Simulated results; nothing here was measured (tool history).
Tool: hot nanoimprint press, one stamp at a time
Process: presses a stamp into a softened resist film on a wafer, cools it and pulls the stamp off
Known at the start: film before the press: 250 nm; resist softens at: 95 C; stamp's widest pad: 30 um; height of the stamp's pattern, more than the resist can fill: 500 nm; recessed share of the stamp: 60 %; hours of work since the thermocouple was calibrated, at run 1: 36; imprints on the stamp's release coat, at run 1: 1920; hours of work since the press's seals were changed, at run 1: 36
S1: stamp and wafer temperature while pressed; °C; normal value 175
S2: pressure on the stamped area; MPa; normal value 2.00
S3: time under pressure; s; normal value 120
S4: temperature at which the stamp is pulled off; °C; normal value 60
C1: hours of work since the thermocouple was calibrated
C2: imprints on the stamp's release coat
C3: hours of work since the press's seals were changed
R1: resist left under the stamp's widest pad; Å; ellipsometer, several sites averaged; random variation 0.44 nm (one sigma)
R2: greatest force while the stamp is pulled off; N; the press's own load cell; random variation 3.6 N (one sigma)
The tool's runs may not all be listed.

run 1 hour=0.0 | S1=175 S2=2.00 S3=120 S4=60 | C1=36 C2=1920 C3=36 | R1=1092 R2=226
run 2 hour=15.3 | S1=175 S2=2.00 S3=120 S4=60 | C1=45 C2=1968 C3=45 | R1=1086 R2=236
run 3 hour=25.5 | S1=175 S2=2.00 S3=120 S4=53 | C1=51 C2=2000 C3=51 | R1=1091 R2=254
run 4 hour=45.8 | S1=175 S2=2.00 S3=120 S4=53 | C1=63 C2=2063 C3=63 | R1=1089 R2=253
run 5 hour=61.4 | S1=175 S2=2.00 S3=120 S4=54 | C1=72 C2=2112 C3=72 | R1=1087 R2=252
run 6 hour=80.1 | S1=175 S2=2.00 S3=120 S4=54 | C1=83 C2=2171 C3=83 | R1=1097 R2=250
run 7 hour=98.6 | S1=175 S2=2.52 S3=120 S4=60 | C1=94 C2=2229 C3=94 | R1=979 R2=237
run 8 hour=116.7 | S1=175 S2=2.52 S3=120 S4=60 | C1=104 C2=2286 C3=104 | R1=979 R2=234
run 9 hour=129.1 | S1=175 S2=2.52 S3=120 S4=60 | C1=112 C2=2324 C3=112 | R1=979 R2=228
run 10 hour=148.7 | S1=175 S2=2.00 S3=120 S4=48 | C1=123 C2=2386 C3=123 | R1=1105 R2=278
run 11 hour=167.2 | S1=180 S2=2.00 S3=120 S4=48 | C1=134 C2=2444 C3=134 | R1=900 R2=277
-- hour=171.8 plate thermocouple calibrated
-- hour=187.2 stamp cleaned and given a new release coat
run 12 hour=188.1 | S1=180 S2=2.00 S3=120 S4=48 | C1=6 C2=2 C3=141 | R1=903 R2=200
run 13 hour=204.6 | S1=180 S2=2.00 S3=120 S4=48 | C1=16 C2=54 C3=151 | R1=911 R2=200
-- hour=215.4 plate thermocouple calibrated, once more
run 14 hour=226.5 | S1=175 S2=2.00 S3=120 S4=60 | C1=7 C2=113 C3=162 | R1=1087 R2=172
run 15 hour=242.4 | S1=175 S2=2.00 S3=120 S4=60 | C1=16 C2=163 C3=171 | R1=1093 R2=177
run 16 hour=257.9 | S1=175 S2=2.00 S3=120 S4=66 | C1=25 C2=212 C3=180 | R1=1086 R2=159
run 17 hour=278.0 | S1=175 S2=2.00 S3=120 S4=66 | C1=37 C2=275 C3=192 | R1=1090 R2=166
run 18 hour=293.4 | S1=168 S2=2.00 S3=120 S4=47 | C1=46 C2=323 C3=201 | R1=1440 R2=211
run 19 hour=312.8 | S1=175 S2=2.00 S3=120 S4=56 | C1=57 C2=384 C3=212 | R1=1097 R2=192
run 20 hour=329.1 | S1=175 S2=1.91 S3=172 S4=56 | C1=67 C2=435 C3=222 | R1=974 R2=196
run 21 hour=339.4 | S1=175 S2=2.00 S3=120 S4=56 | C1=73 C2=468 C3=228 | R1=1107 R2=203
run 22 hour=358.5 | S1=167 S2=2.00 S3=77 S4=50 | C1=84 C2=527 C3=239 | R1=1704 R2=212
run 23 hour=372.0 | S1=167 S2=1.38 S3=227 S4=46 | C1=92 C2=570 C3=247 | R1=1433 R2=222
run 24 hour=387.4 | S1=184 S2=2.02 S3=120 S4=60 | C1=101 C2=618 C3=256 | R1=769 R2=186

Expected results for the next run?
run 25 hour=401.5 | S1=184 S2=2.02 S3=120 S4=60 | C1=109 C2=662 C3=264 | R1=? R2=?

Run 25 yielded R1 773 Å, R2 191 N.
Had the tool carried no hidden state, the very same run would have given R1 752 Å, R2 171 N.
